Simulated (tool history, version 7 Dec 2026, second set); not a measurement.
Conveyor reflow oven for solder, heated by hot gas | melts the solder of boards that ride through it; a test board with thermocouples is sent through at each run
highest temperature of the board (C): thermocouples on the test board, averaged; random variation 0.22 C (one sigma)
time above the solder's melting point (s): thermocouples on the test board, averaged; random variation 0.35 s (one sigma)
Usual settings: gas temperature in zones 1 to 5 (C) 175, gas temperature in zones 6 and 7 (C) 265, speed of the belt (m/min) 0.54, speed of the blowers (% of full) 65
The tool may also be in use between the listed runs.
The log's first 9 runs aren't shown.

run	hour	gas temperature in zones 1 to 5 (C)	gas temperature in zones 6 and 7 (C)	speed of the belt (m/min)	speed of the blowers (% of full)	hours of work since the flux was cleaned out	hours of work since the belt drive was overhauled	hours of work since the thermocouples were changed	highest temperature of the board (C)	time above the solder's melting point (s)
10	377.5	175	265	0.461	65	164	397	864	253	80.6
11	415	175	265	0.461	65	188	421	887	253	80.1
12	460.1	175	265	0.461	65	217	450	916	253	80.3
# hour 490.3: flux residue cleaned out of gas plates and filters
13	517	165	265	0.461	65	17	483	949	252.1	75.1
14	564.6	165	265	0.461	65	47	513	979	252	74.9
15	615.7	175	265	0.54	65	80	546	1012	248.6	62.8
# hour 647.6: thermocouples of zones 6 and 7 changed
16	670.9	175	265	0.54	65	114	580	15	248.7	63.5
17	725.1	165	271	0.476	73	148	614	49	257.9	77.4
18	774.2	165	271	0.476	73	180	646	81	258	77.8
19	798.4	172	262	0.54	53	195	661	96	241.6	52.4
20	835.8	172	262	0.54	53	219	685	120	241.3	52.7
# hour 863.8: flux residue cleaned out of gas plates and filters
21	879.4	175	265	0.563	60	10	709	144	245.5	56.7
22	906.1	175	265	0.563	60	27	726	161	245.3	56.7
# hour 912.5: belt drive overhauled, speed set with a stopwatch
23	948.9	161	265	0.65	60	52	23	186	235.9	33.1

Forecast run 24:
24	993	171	277	0.65	60	80	51	214	?	?

highest temperature of the board (C): 248.8
time above the solder's melting point (s): 49.1
Without the tool's hidden state the same run would have given highest temperature of the board (C) 248.8, time above the solder's melting point (s) 49.1.

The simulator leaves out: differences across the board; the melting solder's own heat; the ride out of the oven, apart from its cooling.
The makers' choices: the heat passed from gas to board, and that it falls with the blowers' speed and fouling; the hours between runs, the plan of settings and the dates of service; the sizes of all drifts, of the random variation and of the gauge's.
